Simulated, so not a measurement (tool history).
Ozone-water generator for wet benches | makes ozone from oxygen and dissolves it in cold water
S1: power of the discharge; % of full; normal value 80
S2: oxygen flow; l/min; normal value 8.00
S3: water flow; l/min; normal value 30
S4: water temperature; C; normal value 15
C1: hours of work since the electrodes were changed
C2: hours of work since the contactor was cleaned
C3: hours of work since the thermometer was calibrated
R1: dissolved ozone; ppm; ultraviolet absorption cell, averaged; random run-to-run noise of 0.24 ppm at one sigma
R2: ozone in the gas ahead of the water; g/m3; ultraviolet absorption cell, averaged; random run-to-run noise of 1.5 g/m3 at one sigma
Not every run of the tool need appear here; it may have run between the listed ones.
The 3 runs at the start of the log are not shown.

run 4 day=2.171 | S1=80 S2=8.00 S3=33 S4=15 | C1=664 C2=1739 C3=2109 | R1=32.5 R2=285.6
run 5 day=3.150 | S1=80 S2=8.00 S3=35 S4=15 | C1=682 C2=1756 C3=2126 | R1=30.6 R2=286.2
run 6 day=3.925 | S1=80 S2=8.00 S3=35 S4=15 | C1=696 C2=1770 C3=2140 | R1=30.7 R2=286.4
run 7 day=4.821 | S1=80 S2=8.00 S3=35 S4=15 | C1=712 C2=1786 C3=2156 | R1=30.3 R2=285.7
run 8 day=6.121 | S1=80 S2=8.00 S3=35 S4=15 | C1=735 C2=1809 C3=2179 | R1=30.1 R2=283.2
run 9 day=6.858 | S1=80 S2=8.00 S3=30 S4=15 | C1=748 C2=1822 C3=2192 | R1=34.5 R2=286.0
run 10 day=7.696 | S1=80 S2=8.00 S3=30 S4=15 | C1=763 C2=1837 C3=2207 | R1=34.7 R2=285.2
run 11 day=8.575 | S1=80 S2=8.00 S3=30 S4=15 | C1=778 C2=1852 C3=2222 | R1=34.9 R2=285.6
run 12 day=9.192 | S1=80 S2=8.53 S3=30 S4=15 | C1=789 C2=1863 C3=2233 | R1=34.4 R2=277.5
run 13 day=10.438 | S1=80 S2=8.00 S3=30 S4=15 | C1=811 C2=1885 C3=2255 | R1=34.5 R2=285.7
run 14 day=11.042 | S1=80 S2=8.00 S3=30 S4=15 | C1=822 C2=1896 C3=2266 | R1=34.8 R2=284.5
run 15 day=12.112 | S1=80 S2=10.47 S3=30 S4=15 | C1=841 C2=1915 C3=2285 | R1=34.6 R2=248.2
run 16 day=13.521 | S1=89 S2=8.00 S3=30 S4=15 | C1=866 C2=1940 C3=2310 | R1=36.5 R2=300.7
run 17 day=14.567 | S1=80 S2=8.00 S3=20 S4=15 | C1=885 C2=1959 C3=2329 | R1=46.5 R2=284.0
run 18 day=15.896 | S1=80 S2=8.00 S3=20 S4=15 | C1=908 C2=1982 C3=2352 | R1=45.8 R2=285.2
-- day=16.025 water thermometer calibrated
run 19 day=16.700 | S1=80 S2=8.00 S3=20 S4=11 | C1=922 C2=1996 C3=12 | R1=48.7 R2=285.9
run 20 day=17.375 | S1=77 S2=12.53 S3=28 S4=10 | C1=934 C2=2008 C3=24 | R1=38.0 R2=218.2
run 21 day=18.117 | S1=77 S2=12.53 S3=28 S4=10 | C1=947 C2=2021 C3=37 | R1=37.5 R2=221.5
run 22 day=18.867 | S1=100 S2=12.53 S3=28 S4=13 | C1=961 C2=2035 C3=51 | R1=41.2 R2=250.4
-- day=19.283 water thermometer calibrated, once more
run 23 day=19.833 | S1=96 S2=8.00 S3=24 S4=15 | C1=977 C2=2052 C3=10 | R1=44.6 R2=311.1
run 24 day=20.867 | S1=59 S2=9.60 S3=20 S4=17 | C1=996 C2=2070 C3=28 | R1=37.3 R2=220.4

Estimate the outcome of run 25 from the log above:
run 25 day=22.071 | S1=74 S2=7.55 S3=20 S4=20 | C1=1017 C2=2091 C3=50 | R1=? R2=?

R1: 40.9 ppm
R2: 282.0 g/m3
Without the tool's hidden state the same run would have given R1 42.3 ppm, R2 288.1 g/m3.
